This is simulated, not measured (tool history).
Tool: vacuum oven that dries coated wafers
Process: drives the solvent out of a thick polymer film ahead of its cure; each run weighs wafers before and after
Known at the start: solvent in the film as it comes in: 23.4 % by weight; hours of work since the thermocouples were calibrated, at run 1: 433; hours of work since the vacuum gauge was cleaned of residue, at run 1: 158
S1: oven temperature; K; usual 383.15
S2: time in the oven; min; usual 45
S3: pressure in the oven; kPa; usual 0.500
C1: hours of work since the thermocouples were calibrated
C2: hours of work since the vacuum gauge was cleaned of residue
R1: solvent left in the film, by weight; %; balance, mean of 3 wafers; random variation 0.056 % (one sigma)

{"run": 1, "hour": 0.0, "S1": 383.15, "S2": 45, "S3": 0.5, "C1": 433, "C2": 158, "R1": 2.96}
{"run": 2, "hour": 22.0, "S1": 383.15, "S2": 45, "S3": 0.5, "C1": 447, "C2": 172, "R1": 2.73}
{"run": 3, "hour": 43.3, "S1": 383.15, "S2": 45, "S3": 0.5, "C1": 459, "C2": 184, "R1": 2.88}
{"run": 4, "hour": 66.2, "S1": 383.15, "S2": 77, "S3": 0.5, "C1": 473, "C2": 198, "R1": 0.98}
{"run": 5, "hour": 89.9, "S1": 383.15, "S2": 45, "S3": 0.5, "C1": 488, "C2": 212, "R1": 2.92}
{"run": 6, "hour": 106.8, "S1": 383.15, "S2": 45, "S3": 0.5, "C1": 498, "C2": 223, "R1": 2.79}
{"run": 7, "hour": 123.3, "S1": 383.15, "S2": 45, "S3": 0.5, "C1": 508, "C2": 232, "R1": 2.82}
{"run": 8, "hour": 144.9, "S1": 383.15, "S2": 45, "S3": 0.5, "C1": 521, "C2": 245, "R1": 3.0}
{"run": 9, "hour": 164.7, "S1": 383.15, "S2": 45, "S3": 0.5, "C1": 532, "C2": 257, "R1": 2.81}
{"run": 10, "hour": 187.9, "S1": 383.15, "S2": 45, "S3": 0.5, "C1": 546, "C2": 271, "R1": 2.89}
{"run": 11, "hour": 210.1, "S1": 383.15, "S2": 45, "S3": 0.5, "C1": 560, "C2": 285, "R1": 2.94}
{"run": 12, "hour": 231.2, "S1": 383.15, "S2": 45, "S3": 0.5, "C1": 572, "C2": 297, "R1": 2.85}
{"run": 13, "hour": 249.3, "S1": 383.15, "S2": 38, "S3": 0.5, "C1": 583, "C2": 308, "R1": 3.86}
{"run": 14, "hour": 262.0, "S1": 383.15, "S2": 45, "S3": 1.2, "C1": 591, "C2": 316, "R1": 3.47}
{"hour": 265.6, "done": "vacuum gauge cleaned of residue and calibrated"}
{"run": 15, "hour": 282.2, "S1": 383.15, "S2": 45, "S3": 1.2, "C1": 602, "C2": 10, "R1": 3.52}
{"run": 16, "hour": 298.6, "S1": 383.15, "S2": 45, "S3": 1.2, "C1": 612, "C2": 20, "R1": 3.43}
{"run": 17, "hour": 313.8, "S1": 383.15, "S2": 73, "S3": 0.5, "C1": 621, "C2": 29, "R1": 1.19}
{"run": 18, "hour": 337.0, "S1": 383.15, "S2": 45, "S3": 1.226, "C1": 635, "C2": 43, "R1": 3.52}
{"run": 19, "hour": 347.1, "S1": 383.15, "S2": 45, "S3": 0.642, "C1": 641, "C2": 49, "R1": 3.16}
{"hour": 357.6, "done": "vacuum gauge cleaned of residue and calibrated, once more"}
{"run": 20, "hour": 359.3, "S1": 383.15, "S2": 45, "S3": 0.642, "C1": 648, "C2": 1, "R1": 2.92}
{"run": 21, "hour": 372.7, "S1": 383.15, "S2": 45, "S3": 0.642, "C1": 656, "C2": 9, "R1": 3.04}
{"run": 22, "hour": 389.2, "S1": 383.15, "S2": 45, "S3": 0.5, "C1": 666, "C2": 19, "R1": 2.86}
{"run": 23, "hour": 403.4, "S1": 383.15, "S2": 45, "S3": 0.5, "C1": 674, "C2": 28, "R1": 2.95}
{"run": 24, "hour": 417.5, "S1": 383.15, "S2": 43, "S3": 0.5, "C1": 683, "C2": 36, "R1": 3.09}
{"run": 25, "hour": 437.6, "S1": 369.15, "S2": 39, "S3": 0.643, "C1": 695, "C2": 48, "R1": 7.74}
{"run": 26, "hour": 457.8, "S1": 369.15, "S2": 33, "S3": 0.442, "C1": 707, "C2": 60, "R1": 8.62}
{"run": 27, "hour": 475.0, "S1": 388.15, "S2": 47, "S3": 1.238, "C1": 717, "C2": 71, "R1": 2.2}
{"run": 28, "hour": 492.7, "S1": 388.15, "S2": 47, "S3": 1.238, "C1": 728, "C2": 81, "R1": 2.24}
{"run": 29, "hour": 509.5, "S1": 384.15, "S2": 54, "S3": 0.5, "C1": 738, "C2": 91, "R1": 1.94}
{"run": 30, "hour": 524.7, "S1": 384.15, "S2": 54, "S3": 0.5, "C1": 747, "C2": 100, "R1": 2.0}
{"run": 31, "hour": 548.5, "S1": 392.15, "S2": 54, "S3": 0.5, "C1": 761, "C2": 115, "R1": 0.95}
{"run": 32, "hour": 561.2, "S1": 392.15, "S2": 54, "S3": 0.5, "C1": 769, "C2": 122, "R1": 0.92}
{"run": 33, "hour": 582.4, "S1": 394.15, "S2": 59, "S3": 0.906, "C1": 782, "C2": 135, "R1": 0.88}
{"run": 34, "hour": 597.4, "S1": 394.15, "S2": 59, "S3": 0.906, "C1": 791, "C2": 144, "R1": 0.81}
{"run": 35, "hour": 621.0, "S1": 378.15, "S2": 45, "S3": 1.318, "C1": 805, "C2": 158, "R1": 4.66}
{"run": 36, "hour": 634.1, "S1": 383.15, "S2": 23, "S3": 1.301, "C1": 813, "C2": 166, "R1": 7.53}
{"run": 37, "hour": 649.2, "S1": 383.15, "S2": 23, "S3": 1.301, "C1": 822, "C2": 175, "R1": 7.48}
{"run": 38, "hour": 662.7, "S1": 377.15, "S2": 23, "S3": 1.531, "C1": 830, "C2": 183, "R1": 9.47}
{"run": 39, "hour": 682.5, "S1": 396.15, "S2": 45, "S3": 0.973, "C1": 842, "C2": 195, "R1": 1.18}
{"run": 40, "hour": 706.9, "S1": 383.15, "S2": 29, "S3": 1.235, "C1": 856, "C2": 210, "R1": 6.0}
{"run": 41, "hour": 718.9, "S1": 383.15, "S2": 63, "S3": 1.235, "C1": 864, "C2": 217, "R1": 1.96}
{"run": 42, "hour": 739.7, "S1": 380.15, "S2": 63, "S3": 1.473, "C1": 876, "C2": 230, "R1": 2.83}
{"run": 43, "hour": 761.0, "S1": 381.15, "S2": 50, "S3": 0.605, "C1": 889, "C2": 242, "R1": 3.0}
{"run": 44, "hour": 784.1, "S1": 396.15, "S2": 41, "S3": 0.439, "C1": 903, "C2": 256, "R1": 1.2}
{"run": 45, "hour": 801.5, "S1": 396.15, "S2": 41, "S3": 1.819, "C1": 913, "C2": 267, "R1": 1.78}
{"run": 46, "hour": 815.5, "S1": 375.15, "S2": 47, "S3": 1.819, "C1": 922, "C2": 275, "R1": 5.7}
{"run": 47, "hour": 831.5, "S1": 375.15, "S2": 47, "S3": 1.283, "C1": 931, "C2": 285, "R1": 5.33}

The same runs without the tool's hidden state, with the same run-to-run variation:
The hidden state here: true wafer temperature over the reading, C; true pressure over the reading, kPa; drift of the gauge itself on solvent_pct, %.
run=1 R1=2.71
run=2 R1=2.48
run=3 R1=2.62
run=4 R1=0.83
run=5 R1=2.64
run=6 R1=2.51
run=7 R1=2.53
run=8 R1=2.70
run=9 R1=2.51
run=10 R1=2.58
run=11 R1=2.62
run=12 R1=2.53
run=13 R1=3.51
run=14 R1=3.12
run=15 R1=3.11
run=16 R1=3.03
run=17 R1=0.91
run=18 R1=3.10
run=19 R1=2.75
run=20 R1=2.66
run=21 R1=2.77
run=22 R1=2.59
run=23 R1=2.67
run=24 R1=2.79
run=25 R1=7.31
run=26 R1=8.19
run=27 R1=1.97
run=28 R1=1.99
run=29 R1=1.69
run=30 R1=1.74
run=31 R1=0.80
run=32 R1=0.77
run=33 R1=0.76
run=34 R1=0.68
run=35 R1=4.21
run=36 R1=7.07
run=37 R1=7.01
run=38 R1=8.98
run=39 R1=0.99
run=40 R1=5.52
run=41 R1=1.67
run=42 R1=2.46
run=43 R1=2.59
run=44 R1=0.98
run=45 R1=1.52
run=46 R1=5.14
run=47 R1=4.76
